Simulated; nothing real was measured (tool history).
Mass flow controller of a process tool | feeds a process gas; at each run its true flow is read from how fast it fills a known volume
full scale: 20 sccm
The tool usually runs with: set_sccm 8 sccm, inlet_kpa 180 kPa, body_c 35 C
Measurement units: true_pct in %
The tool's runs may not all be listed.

run 1 hour=0.0 | set_sccm=8 inlet_kpa=180 body_c=35 | true_pct=98.88
run 2 hour=82.8 | set_sccm=8 inlet_kpa=180 body_c=35 | true_pct=98.93
run 3 hour=158.2 | set_sccm=8 inlet_kpa=180 body_c=35 | true_pct=99.05
run 4 hour=218.4 | set_sccm=8 inlet_kpa=180 body_c=35 | true_pct=99.00
run 5 hour=259.6 | set_sccm=8 inlet_kpa=180 body_c=35 | true_pct=98.82
run 6 hour=315.3 | set_sccm=8 inlet_kpa=193 body_c=35 | true_pct=98.73
run 7 hour=377.6 | set_sccm=5 inlet_kpa=180 body_c=35 | true_pct=98.28
run 8 hour=426.5 | set_sccm=5 inlet_kpa=180 body_c=35 | true_pct=98.37
run 9 hour=500.6 | set_sccm=8 inlet_kpa=180 body_c=35 | true_pct=98.82
-- hour=508.6 controller's zero set anew
run 10 hour=589.6 | set_sccm=8 inlet_kpa=180 body_c=35 | true_pct=98.87
run 11 hour=652.6 | set_sccm=8 inlet_kpa=180 body_c=22 | true_pct=97.65
run 12 hour=755.0 | set_sccm=8 inlet_kpa=180 body_c=22 | true_pct=97.70
run 13 hour=833.1 | set_sccm=8 inlet_kpa=180 body_c=22 | true_pct=97.56
run 14 hour=882.1 | set_sccm=8 inlet_kpa=180 body_c=22 | true_pct=97.37
-- hour=928.9 controller's zero set anew, once more
run 15 hour=976.6 | set_sccm=8 inlet_kpa=180 body_c=22 | true_pct=97.66
run 16 hour=1059.2 | set_sccm=8 inlet_kpa=180 body_c=22 | true_pct=97.69
run 17 hour=1113.1 | set_sccm=8 inlet_kpa=180 body_c=22 | true_pct=97.72
run 18 hour=1168.0 | set_sccm=8 inlet_kpa=180 body_c=22 | true_pct=97.50

Expected results for the next run?
run 19 hour=1266.9 | set_sccm=8 inlet_kpa=180 body_c=28 | true_pct=?

{"run 19": {"true_pct": 98.09}}
Were there no unlogged condition in the tool, this run, its random variation unchanged, would have produced true_pct 98.31 %.
